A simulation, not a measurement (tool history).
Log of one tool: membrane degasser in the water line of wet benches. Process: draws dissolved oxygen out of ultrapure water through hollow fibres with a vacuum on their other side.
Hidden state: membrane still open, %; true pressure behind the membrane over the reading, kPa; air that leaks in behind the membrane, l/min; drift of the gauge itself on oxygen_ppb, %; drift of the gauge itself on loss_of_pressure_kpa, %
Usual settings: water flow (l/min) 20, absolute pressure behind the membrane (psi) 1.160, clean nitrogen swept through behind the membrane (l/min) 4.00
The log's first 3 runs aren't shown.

run	hour	water flow (l/min)	absolute pressure behind the membrane (psi)	clean nitrogen swept through behind the membrane (l/min)	hours since the membrane was changed	hours since the vacuum gauge was calibrated	hours since the vacuum lines were made tight	dissolved oxygen in the water behind the degasser (ppb)	pressure that the water loses in the fibres (psi)
4	584.7	19	1.160	4.00	9159	2764	5315	174.1	5.282
5	714.0	19	1.160	4.00	9289	2893	5444	175.1	5.352
6	877.3	23	1.160	4.00	9452	3057	5607	289.2	6.456
7	1085.3	20	1.160	4.00	9660	3265	5815	197.8	5.596
8	1330.7	20	1.160	4.00	9905	3510	6061	201.0	5.542
9	1548.9	20	1.160	4.00	10124	3728	6279	199.2	5.581
10	1732.0	20	1.160	4.00	10307	3911	6462	199.6	5.538
11	1956.6	19	1.160	4.00	10531	4136	6687	175.6	5.291
12	2085.1	20	1.160	4.00	10660	4264	6815	201.5	5.593
13	2282.1	20	1.160	4.00	10857	4461	7012	199.1	5.583
# hour 2499.3: vacuum gauge calibrated
14	2499.3	20	1.594	4.00	11074	0	7229	232.4	5.539
15	2704.3	20	1.594	4.00	11279	205	7434	231.9	5.577
16	2844.6	20	1.594	4.00	11419	345	7574	236.9	5.584
17	2995.0	20	1.594	4.00	11569	496	7725	233.8	5.609
18	3147.2	20	1.594	4.00	11721	648	7877	234.2	5.584
19	3368.5	23	0.846	4.00	11943	869	8098	259.1	6.435

Run 20 comes next. What will it give?
20	3555.0	23	0.846	2.33	12129	1056	8285	?	?

{"run 20": {"dissolved oxygen in the water behind the degasser (ppb)": 283.2, "pressure that the water loses in the fibres (psi)": 6.424}}
Without the tool's hidden state the same run would have given dissolved oxygen in the water behind the degasser (ppb) 282.3, pressure that the water loses in the fibres (psi) 6.416.
